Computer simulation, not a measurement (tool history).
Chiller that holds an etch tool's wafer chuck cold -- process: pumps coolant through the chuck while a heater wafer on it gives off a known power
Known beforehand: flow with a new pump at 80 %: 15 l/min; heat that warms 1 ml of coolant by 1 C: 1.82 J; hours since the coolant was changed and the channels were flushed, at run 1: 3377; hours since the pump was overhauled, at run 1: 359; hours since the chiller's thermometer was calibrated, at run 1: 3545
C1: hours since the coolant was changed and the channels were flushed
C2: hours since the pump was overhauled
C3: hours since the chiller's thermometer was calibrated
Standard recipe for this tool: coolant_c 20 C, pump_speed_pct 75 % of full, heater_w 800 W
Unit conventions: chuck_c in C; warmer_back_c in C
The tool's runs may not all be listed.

{"run": 1, "day": 0.0, "coolant_c": 20, "pump_speed_pct": 75, "heater_w": 800, "C1": 3377, "C2": 359, "C3": 3545, "chuck_c": 27.1, "warmer_back_c": 1.91}
{"run": 2, "day": 3.346, "coolant_c": 20, "pump_speed_pct": 73, "heater_w": 800, "C1": 3457, "C2": 439, "C3": 3625, "chuck_c": 27.6, "warmer_back_c": 1.95}
{"run": 3, "day": 7.921, "coolant_c": 20, "pump_speed_pct": 73, "heater_w": 800, "C1": 3567, "C2": 549, "C3": 3735, "chuck_c": 27.2, "warmer_back_c": 1.99}
{"run": 4, "day": 12.288, "coolant_c": 20, "pump_speed_pct": 73, "heater_w": 800, "C1": 3672, "C2": 653, "C3": 3840, "chuck_c": 27.5, "warmer_back_c": 2.01}
{"run": 5, "day": 15.888, "coolant_c": 20, "pump_speed_pct": 73, "heater_w": 800, "C1": 3758, "C2": 740, "C3": 3926, "chuck_c": 27.4, "warmer_back_c": 1.97}
{"run": 6, "day": 19.342, "coolant_c": 20, "pump_speed_pct": 73, "heater_w": 800, "C1": 3841, "C2": 823, "C3": 4009, "chuck_c": 27.6, "warmer_back_c": 1.99}
{"run": 7, "day": 22.817, "coolant_c": 20, "pump_speed_pct": 84, "heater_w": 800, "C1": 3924, "C2": 906, "C3": 4092, "chuck_c": 26.7, "warmer_back_c": 1.68}
{"run": 8, "day": 25.362, "coolant_c": 12, "pump_speed_pct": 75, "heater_w": 698, "C1": 3986, "C2": 967, "C3": 4153, "chuck_c": 18.4, "warmer_back_c": 1.67}
{"run": 9, "day": 30.121, "coolant_c": 28, "pump_speed_pct": 71, "heater_w": 456, "C1": 4100, "C2": 1081, "C3": 4268, "chuck_c": 32.4, "warmer_back_c": 1.16}
{"run": 10, "day": 34.196, "coolant_c": 28, "pump_speed_pct": 71, "heater_w": 1150, "C1": 4198, "C2": 1179, "C3": 4365, "chuck_c": 39.3, "warmer_back_c": 2.93}
{"run": 11, "day": 37.521, "coolant_c": 11, "pump_speed_pct": 75, "heater_w": 806, "C1": 4277, "C2": 1259, "C3": 4445, "chuck_c": 18.7, "warmer_back_c": 1.94}
{"run": 12, "day": 39.908, "coolant_c": 20, "pump_speed_pct": 75, "heater_w": 472, "C1": 4335, "C2": 1316, "C3": 4502, "chuck_c": 24.3, "warmer_back_c": 1.16}
{"run": 13, "day": 42.562, "coolant_c": 26, "pump_speed_pct": 75, "heater_w": 800, "C1": 4398, "C2": 1380, "C3": 4566, "chuck_c": 33.5, "warmer_back_c": 1.94}

Each row is a separate what-if for the run after 13, all from the same tool condition, not one after another. Results?
{"run": "A", "day": 46.546, "coolant_c": 26, "pump_speed_pct": 79, "heater_w": 617, "C1": 4494, "C2": 1476, "C3": 4662, "chuck_c": "?", "warmer_back_c": "?"}
{"run": "B", "day": 46.546, "coolant_c": 14, "pump_speed_pct": 88, "heater_w": 531, "C1": 4494, "C2": 1476, "C3": 4662, "chuck_c": "?", "warmer_back_c": "?"}
{"run": "C", "day": 46.546, "coolant_c": 13, "pump_speed_pct": 75, "heater_w": 939, "C1": 4494, "C2": 1476, "C3": 4662, "chuck_c": "?", "warmer_back_c": "?"}
{"run": "D", "day": 46.546, "coolant_c": 11, "pump_speed_pct": 60, "heater_w": 800, "C1": 4494, "C2": 1476, "C3": 4662, "chuck_c": "?", "warmer_back_c": "?"}

run=A chuck_c=31.5 warmer_back_c=1.4
run=B chuck_c=18.2 warmer_back_c=1.05
run=C chuck_c=21.9 warmer_back_c=2.25
run=D chuck_c=20.1 warmer_back_c=2.53
What these runs would have given with no unlogged condition in the tool:
run=A chuck_c=30.7 warmer_back_c=1.36
run=B chuck_c=17.6 warmer_back_c=1.03
run=C chuck_c=20.5 warmer_back_c=2.2
run=D chuck_c=18.7 warmer_back_c=2.47
